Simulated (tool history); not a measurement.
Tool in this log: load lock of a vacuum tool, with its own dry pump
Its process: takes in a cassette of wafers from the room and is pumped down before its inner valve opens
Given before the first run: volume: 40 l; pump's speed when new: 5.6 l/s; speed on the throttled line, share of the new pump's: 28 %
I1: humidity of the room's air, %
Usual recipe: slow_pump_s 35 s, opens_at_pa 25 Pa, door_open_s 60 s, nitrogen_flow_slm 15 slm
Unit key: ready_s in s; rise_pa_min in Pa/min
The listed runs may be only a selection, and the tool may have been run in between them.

{"run": 1, "hour": 0.0, "slow_pump_s": 35, "opens_at_pa": 25, "door_open_s": 60, "nitrogen_flow_slm": 15, "I1": 48.8, "ready_s": 98.7, "rise_pa_min": 0.044}
{"run": 2, "hour": 285.6, "slow_pump_s": 35, "opens_at_pa": 25, "door_open_s": 60, "nitrogen_flow_slm": 15, "I1": 49.4, "ready_s": 97.6, "rise_pa_min": 0.054}
{"run": 3, "hour": 706.5, "slow_pump_s": 51, "opens_at_pa": 25, "door_open_s": 60, "nitrogen_flow_slm": 15, "I1": 43.7, "ready_s": 108.2, "rise_pa_min": 0.051}
{"run": 4, "hour": 1172.0, "slow_pump_s": 51, "opens_at_pa": 25, "door_open_s": 60, "nitrogen_flow_slm": 15, "I1": 45.5, "ready_s": 109.2, "rise_pa_min": 0.057}
{"run": 5, "hour": 1385.0, "slow_pump_s": 52, "opens_at_pa": 25, "door_open_s": 60, "nitrogen_flow_slm": 15, "I1": 43.1, "ready_s": 110.4, "rise_pa_min": 0.052}
{"run": 6, "hour": 1769.1, "slow_pump_s": 52, "opens_at_pa": 25, "door_open_s": 60, "nitrogen_flow_slm": 15, "I1": 43.7, "ready_s": 110, "rise_pa_min": 0.054}
{"hour": 1972.9, "done": "dry pump taken out, an overhauled one fitted"}
{"run": 7, "hour": 2175.3, "slow_pump_s": 29, "opens_at_pa": 33, "door_open_s": 108, "nitrogen_flow_slm": 26, "I1": 43.3, "ready_s": 77.6, "rise_pa_min": 0.062}
{"run": 8, "hour": 2408.3, "slow_pump_s": 23, "opens_at_pa": 43, "door_open_s": 60, "nitrogen_flow_slm": 9, "I1": 50.6, "ready_s": 71.4, "rise_pa_min": 0.077}
{"run": 9, "hour": 2841.0, "slow_pump_s": 20, "opens_at_pa": 25, "door_open_s": 211, "nitrogen_flow_slm": 31, "I1": 48.3, "ready_s": 74.2, "rise_pa_min": 0.086}
{"run": 10, "hour": 3075.3, "slow_pump_s": 20, "opens_at_pa": 25, "door_open_s": 211, "nitrogen_flow_slm": 31, "I1": 46.8, "ready_s": 74.3, "rise_pa_min": 0.088}

Below are 3 alternative next runs, each starting from the tool's condition after run 10. Predict each:
{"run": "A", "hour": 3571.3, "slow_pump_s": 40, "opens_at_pa": 25, "door_open_s": 211, "nitrogen_flow_slm": 31, "I1": 44.9, "ready_s": "?", "rise_pa_min": "?"}
{"run": "B", "hour": 3571.3, "slow_pump_s": 20, "opens_at_pa": 25, "door_open_s": 104, "nitrogen_flow_slm": 31, "I1": 43.2, "ready_s": "?", "rise_pa_min": "?"}
{"run": "C", "hour": 3571.3, "slow_pump_s": 20, "opens_at_pa": 25, "door_open_s": 99, "nitrogen_flow_slm": 6, "I1": 45.5, "ready_s": "?", "rise_pa_min": "?"}

run=A ready_s=88.6 rise_pa_min=0.091
run=B ready_s=72.9 rise_pa_min=0.086
run=C ready_s=75.4 rise_pa_min=0.105
Had the tool no hidden state, the same runs would have come out as:
run=A ready_s=87.8 rise_pa_min=0.035
run=B ready_s=72.1 rise_pa_min=0.029
run=C ready_s=74.5 rise_pa_min=0.049
